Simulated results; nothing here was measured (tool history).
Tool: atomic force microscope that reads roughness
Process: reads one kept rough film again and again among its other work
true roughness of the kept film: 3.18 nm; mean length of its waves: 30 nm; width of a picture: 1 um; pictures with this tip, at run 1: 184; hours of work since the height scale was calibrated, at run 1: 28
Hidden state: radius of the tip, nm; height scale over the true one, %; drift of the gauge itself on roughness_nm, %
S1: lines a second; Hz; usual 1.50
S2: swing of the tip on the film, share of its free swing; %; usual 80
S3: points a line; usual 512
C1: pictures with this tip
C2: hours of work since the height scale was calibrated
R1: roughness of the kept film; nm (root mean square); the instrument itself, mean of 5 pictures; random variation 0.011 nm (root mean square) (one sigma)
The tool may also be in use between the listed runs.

{"run": 1, "hour": 0.0, "S1": 1.5, "S2": 80, "S3": 512, "C1": 184, "C2": 28, "R1": 2.561}
{"run": 2, "hour": 22.2, "S1": 1.5, "S2": 80, "S3": 512, "C1": 207, "C2": 39, "R1": 2.581}
{"run": 3, "hour": 47.4, "S1": 1.5, "S2": 80, "S3": 512, "C1": 232, "C2": 50, "R1": 2.558}
{"run": 4, "hour": 67.2, "S1": 1.5, "S2": 80, "S3": 512, "C1": 252, "C2": 59, "R1": 2.542}
{"hour": 83.5, "done": "new tip fitted"}
{"run": 5, "hour": 83.9, "S1": 1.5, "S2": 80, "S3": 512, "C1": 0, "C2": 67, "R1": 2.58}
{"run": 6, "hour": 116.6, "S1": 1.5, "S2": 80, "S3": 512, "C1": 33, "C2": 82, "R1": 2.584}
{"run": 7, "hour": 134.9, "S1": 1.5, "S2": 80, "S3": 494, "C1": 51, "C2": 91, "R1": 2.553}
{"run": 8, "hour": 161.5, "S1": 1.5, "S2": 80, "S3": 494, "C1": 78, "C2": 103, "R1": 2.571}
{"run": 9, "hour": 180.9, "S1": 1.5, "S2": 80, "S3": 494, "C1": 97, "C2": 112, "R1": 2.578}
{"run": 10, "hour": 198.6, "S1": 1.5, "S2": 73, "S3": 512, "C1": 115, "C2": 120, "R1": 2.669}
{"run": 11, "hour": 229.9, "S1": 1.5, "S2": 68, "S3": 512, "C1": 147, "C2": 135, "R1": 2.768}
{"run": 12, "hour": 260.8, "S1": 1.5, "S2": 80, "S3": 512, "C1": 178, "C2": 149, "R1": 2.577}
{"run": 13, "hour": 277.0, "S1": 1.5, "S2": 80, "S3": 512, "C1": 194, "C2": 156, "R1": 2.559}
{"run": 14, "hour": 295.4, "S1": 1.5, "S2": 80, "S3": 332, "C1": 212, "C2": 165, "R1": 2.557}
{"run": 15, "hour": 326.3, "S1": 1.5, "S2": 59, "S3": 512, "C1": 243, "C2": 179, "R1": 2.839}
{"run": 16, "hour": 348.4, "S1": 1.5, "S2": 59, "S3": 512, "C1": 266, "C2": 189, "R1": 2.809}
{"hour": 351.7, "done": "new tip fitted"}
{"run": 17, "hour": 379.3, "S1": 1.5, "S2": 59, "S3": 291, "C1": 28, "C2": 203, "R1": 2.808}
{"run": 18, "hour": 394.5, "S1": 1.5, "S2": 59, "S3": 291, "C1": 43, "C2": 210, "R1": 2.808}
{"run": 19, "hour": 413.1, "S1": 1.5, "S2": 80, "S3": 512, "C1": 62, "C2": 219, "R1": 2.585}
{"run": 20, "hour": 443.8, "S1": 1.5, "S2": 80, "S3": 512, "C1": 93, "C2": 233, "R1": 2.555}
{"run": 21, "hour": 475.4, "S1": 1.5, "S2": 80, "S3": 512, "C1": 125, "C2": 248, "R1": 2.569}
{"run": 22, "hour": 509.6, "S1": 1.5, "S2": 67, "S3": 512, "C1": 159, "C2": 264, "R1": 2.747}
{"run": 23, "hour": 524.6, "S1": 1.64, "S2": 80, "S3": 512, "C1": 174, "C2": 271, "R1": 2.544}
{"run": 24, "hour": 554.9, "S1": 1.64, "S2": 80, "S3": 512, "C1": 204, "C2": 285, "R1": 2.53}
{"run": 25, "hour": 578.5, "S1": 1.64, "S2": 80, "S3": 512, "C1": 228, "C2": 296, "R1": 2.522}
{"run": 26, "hour": 600.0, "S1": 1.64, "S2": 80, "S3": 512, "C1": 250, "C2": 306, "R1": 2.519}
{"hour": 617.8, "done": "new tip fitted"}
{"run": 27, "hour": 617.8, "S1": 1.5, "S2": 80, "S3": 512, "C1": 0, "C2": 314, "R1": 2.56}
{"run": 28, "hour": 635.3, "S1": 3.43, "S2": 56, "S3": 512, "C1": 18, "C2": 322, "R1": 2.729}
{"run": 29, "hour": 649.7, "S1": 3.43, "S2": 56, "S3": 512, "C1": 32, "C2": 328, "R1": 2.718}
{"run": 30, "hour": 684.1, "S1": 3.43, "S2": 56, "S3": 893, "C1": 67, "C2": 344, "R1": 2.736}
{"run": 31, "hour": 700.4, "S1": 0.86, "S2": 72, "S3": 512, "C1": 83, "C2": 352, "R1": 2.785}
{"run": 32, "hour": 722.6, "S1": 0.86, "S2": 72, "S3": 512, "C1": 105, "C2": 362, "R1": 2.789}
{"run": 33, "hour": 751.7, "S1": 1.51, "S2": 74, "S3": 354, "C1": 134, "C2": 376, "R1": 2.644}
{"run": 34, "hour": 780.8, "S1": 0.9, "S2": 59, "S3": 512, "C1": 164, "C2": 389, "R1": 2.879}
{"run": 35, "hour": 800.8, "S1": 3.96, "S2": 80, "S3": 326, "C1": 184, "C2": 398, "R1": 2.099}
{"run": 36, "hour": 822.8, "S1": 3.28, "S2": 85, "S3": 358, "C1": 206, "C2": 409, "R1": 2.054}
{"run": 37, "hour": 853.6, "S1": 3.28, "S2": 85, "S3": 890, "C1": 237, "C2": 423, "R1": 2.077}
{"run": 38, "hour": 879.7, "S1": 1.54, "S2": 57, "S3": 901, "C1": 263, "C2": 435, "R1": 2.847}
{"hour": 884.5, "done": "new tip fitted"}
{"run": 39, "hour": 906.7, "S1": 1.54, "S2": 57, "S3": 901, "C1": 23, "C2": 447, "R1": 2.83}
{"run": 40, "hour": 940.7, "S1": 1.27, "S2": 57, "S3": 475, "C1": 57, "C2": 463, "R1": 2.866}
{"run": 41, "hour": 967.6, "S1": 1.5, "S2": 56, "S3": 512, "C1": 84, "C2": 475, "R1": 2.833}
{"run": 42, "hour": 995.3, "S1": 1.52, "S2": 61, "S3": 734, "C1": 111, "C2": 488, "R1": 2.815}
{"run": 43, "hour": 1012.1, "S1": 1.21, "S2": 80, "S3": 302, "C1": 128, "C2": 496, "R1": 2.62}
{"run": 44, "hour": 1032.8, "S1": 1.5, "S2": 80, "S3": 765, "C1": 149, "C2": 506, "R1": 2.574}
{"run": 45, "hour": 1057.2, "S1": 2.67, "S2": 74, "S3": 565, "C1": 174, "C2": 517, "R1": 2.451}
{"run": 46, "hour": 1086.6, "S1": 2.67, "S2": 74, "S3": 741, "C1": 203, "C2": 531, "R1": 2.469}
{"run": 47, "hour": 1116.3, "S1": 3.6, "S2": 65, "S3": 722, "C1": 233, "C2": 544, "R1": 2.564}
{"run": 48, "hour": 1142.5, "S1": 2.9, "S2": 57, "S3": 722, "C1": 259, "C2": 556, "R1": 2.753}
{"hour": 1152.5, "done": "new tip fitted"}
{"run": 49, "hour": 1174.3, "S1": 2.9, "S2": 57, "S3": 722, "C1": 22, "C2": 571, "R1": 2.761}
{"run": 50, "hour": 1199.3, "S1": 1.41, "S2": 80, "S3": 311, "C1": 47, "C2": 582, "R1": 2.57}
{"run": 51, "hour": 1220.5, "S1": 2.02, "S2": 64, "S3": 342, "C1": 68, "C2": 592, "R1": 2.709}
{"run": 52, "hour": 1253.7, "S1": 2.02, "S2": 60, "S3": 973, "C1": 101, "C2": 608, "R1": 2.785}
{"run": 53, "hour": 1271.3, "S1": 1.5, "S2": 82, "S3": 359, "C1": 119, "C2": 616, "R1": 2.517}

How the hidden state differs across the entries between the runs, from the last listed run before each to the first after it:
Between runs 4 and 5: new tip fitted (hour 83.5)
  radius of the tip, nm: 5.3 -> 5
Between runs 16 and 17: new tip fitted (hour 351.7)
  radius of the tip, nm: 5.3 -> 5
Between runs 26 and 27: new tip fitted (hour 617.8)
  radius of the tip, nm: 5.2 -> 5
Between runs 38 and 39: new tip fitted (hour 884.5)
  radius of the tip, nm: 5.3 -> 5
Between runs 48 and 49: new tip fitted (hour 1152.5)
  radius of the tip, nm: 5.3 -> 5

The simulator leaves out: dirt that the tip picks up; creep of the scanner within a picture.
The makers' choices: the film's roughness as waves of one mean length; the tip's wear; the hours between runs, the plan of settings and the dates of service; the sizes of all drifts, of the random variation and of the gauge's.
